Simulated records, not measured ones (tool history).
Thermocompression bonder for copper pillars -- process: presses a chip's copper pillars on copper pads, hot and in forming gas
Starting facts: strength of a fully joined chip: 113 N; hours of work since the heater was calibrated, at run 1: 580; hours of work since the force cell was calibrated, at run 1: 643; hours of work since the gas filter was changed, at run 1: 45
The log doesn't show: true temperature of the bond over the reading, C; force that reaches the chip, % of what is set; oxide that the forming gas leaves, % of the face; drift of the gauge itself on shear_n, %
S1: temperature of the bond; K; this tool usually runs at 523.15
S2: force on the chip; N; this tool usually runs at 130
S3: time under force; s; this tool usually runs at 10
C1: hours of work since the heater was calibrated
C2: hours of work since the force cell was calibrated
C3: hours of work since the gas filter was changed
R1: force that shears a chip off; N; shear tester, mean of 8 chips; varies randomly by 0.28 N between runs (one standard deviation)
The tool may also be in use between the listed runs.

Run 1, day 0.000: usual settings; C1 580; C2 643; C3 45. Result: R1 42.3 N.
Run 2, day 1.404: usual settings; C1 595; C2 658; C3 60. Result: R1 41.6 N.
Run 3, day 2.283: usual settings; C1 605; C2 667; C3 69. Result: R1 42.5 N.
Run 4, day 3.892: usual settings; C1 622; C2 684; C3 87. Result: R1 42.2 N.
Run 5, day 4.817: usual settings but S2 81 N; C1 632; C2 694; C3 96. Result: R1 26.1 N.
Run 6, day 6.304: usual settings but S2 81 N; C1 648; C2 710; C3 112. Result: R1 25.7 N.
Run 7, day 8.175: usual settings but S2 81 N; C1 668; C2 730; C3 132. Result: R1 25.4 N.
Run 8, day 9.338: usual settings but S2 81 N; C1 680; C2 742; C3 145. Result: R1 26.0 N.
Run 9, day 11.050: usual settings but S2 81 N; C1 698; C2 761; C3 163. Result: R1 26.2 N.
Run 10, day 12.721: usual settings but S2 172 N; C1 716; C2 778; C3 181. Result: R1 54.7 N.
Run 11, day 13.646: usual settings; C1 726; C2 788; C3 191. Result: R1 42.4 N.
Run 12, day 15.312: usual settings; C1 744; C2 806; C3 208. Result: R1 42.5 N.
Run 13, day 17.012: usual settings but S2 174 N; C1 762; C2 824; C3 227. Result: R1 55.7 N.
Run 14, day 18.842: usual settings but S2 174 N; C1 781; C2 844; C3 246. Result: R1 55.0 N.
Run 15, day 19.783: usual settings but S2 118 N; C1 791; C2 854; C3 256. Result: R1 38.1 N.
Run 16, day 21.388: usual settings but S2 118 N; C1 809; C2 871; C3 273. Result: R1 38.7 N.
Run 17, day 22.621: usual settings but S2 118 N; C1 822; C2 884; C3 286. Result: R1 39.2 N.
Run 18, day 23.729: usual settings but S2 118 N; C1 834; C2 896; C3 298. Result: R1 38.8 N.
Run 19, day 25.662: usual settings but S2 118 N; C1 854; C2 916; C3 319. Result: R1 38.6 N.
Run 20, day 27.079: usual settings but S1 514.15 K; C1 869; C2 932; C3 334. Result: R1 36.9 N.
Run 21, day 28.275: usual settings but S1 502.15 K; C1 882; C2 944; C3 347. Result: R1 29.3 N.
Run 22, day 29.621: usual settings but S1 502.15 K; C1 896; C2 959; C3 361. Result: R1 29.7 N.
Run 23, day 30.888: usual settings but S1 519.15 K, S2 142 N; C1 910; C2 972; C3 375. Result: R1 43.7 N.
Run 24, day 32.175: usual settings but S1 550.15 K, S2 124 N; C1 924; C2 986; C3 388. Result: R1 59.7 N.
Run 25, day 33.150: usual settings but S1 532.15 K, S2 177 N, S3 18 s; C1 934; C2 996; C3 399. Result: R1 74.9 N.
Run 26, day 34.783: usual settings but S1 532.15 K, S2 177 N, S3 18 s; C1 951; C2 1014; C3 416. Result: R1 75.3 N.
At day 36.650: forming gas filter changed.
Run 27, day 36.650: usual settings but S3 6 s; C1 971; C2 1033; C3 0. Result: R1 36.2 N.
Run 28, day 38.567: usual settings but S3 15 s; C1 992; C2 1054; C3 20. Result: R1 51.5 N.
Run 29, day 39.683: usual settings but S3 15 s; C1 1004; C2 1066; C3 32. Result: R1 51.9 N.
Run 30, day 40.771: usual settings but S1 548.15 K, S3 22 s; C1 1015; C2 1077; C3 44. Result: R1 78.7 N.
Run 31, day 42.112: usual settings but S1 548.15 K, S3 22 s; C1 1029; C2 1092; C3 58. Result: R1 79.5 N.
Run 32, day 42.933: usual settings but S1 512.15 K; C1 1038; C2 1100; C3 67. Result: R1 36.8 N.
Run 33, day 43.833: usual settings but S1 500.15 K, S2 134 N, S3 15 s; C1 1048; C2 1110; C3 77. Result: R1 36.7 N.
Run 34, day 44.929: usual settings but S1 500.15 K, S2 134 N, S3 15 s; C1 1059; C2 1122; C3 88. Result: R1 36.4 N.
Run 35, day 45.933: usual settings but S1 548.15 K, S3 12 s; C1 1070; C2 1132; C3 99. Result: R1 67.2 N.

Below are 5 alternative next runs, each starting from the tool's condition after run 35. Predict each:
Run A, day 46.854: usual settings but S1 500.15 K, S2 135 N, S3 19 s; C1 1080; C2 1142; C3 109. Result: R1 ?.
Run B, day 46.854: usual settings but S1 508.15 K, S3 20 s; C1 1080; C2 1142; C3 109. Result: R1 ?.
Run C, day 46.854: usual settings but S1 519.15 K; C1 1080; C2 1142; C3 109. Result: R1 ?.
Run D, day 46.854: usual settings but S1 548.15 K, S2 105 N, S3 12 s; C1 1080; C2 1142; C3 109. Result: R1 ?.
Run E, day 46.854: usual settings but S1 521.15 K, S2 108 N, S3 12 s; C1 1080; C2 1142; C3 109. Result: R1 ?.

run    R1
  A  40.1
  B  45.1
  C  41.5
  D  55.5
  E  38.5
Without the tool's hidden state the same runs would have given:
run    R1
  A  35.6
  B  40.5
  C  37.3
  D  50.9
  E  34.4
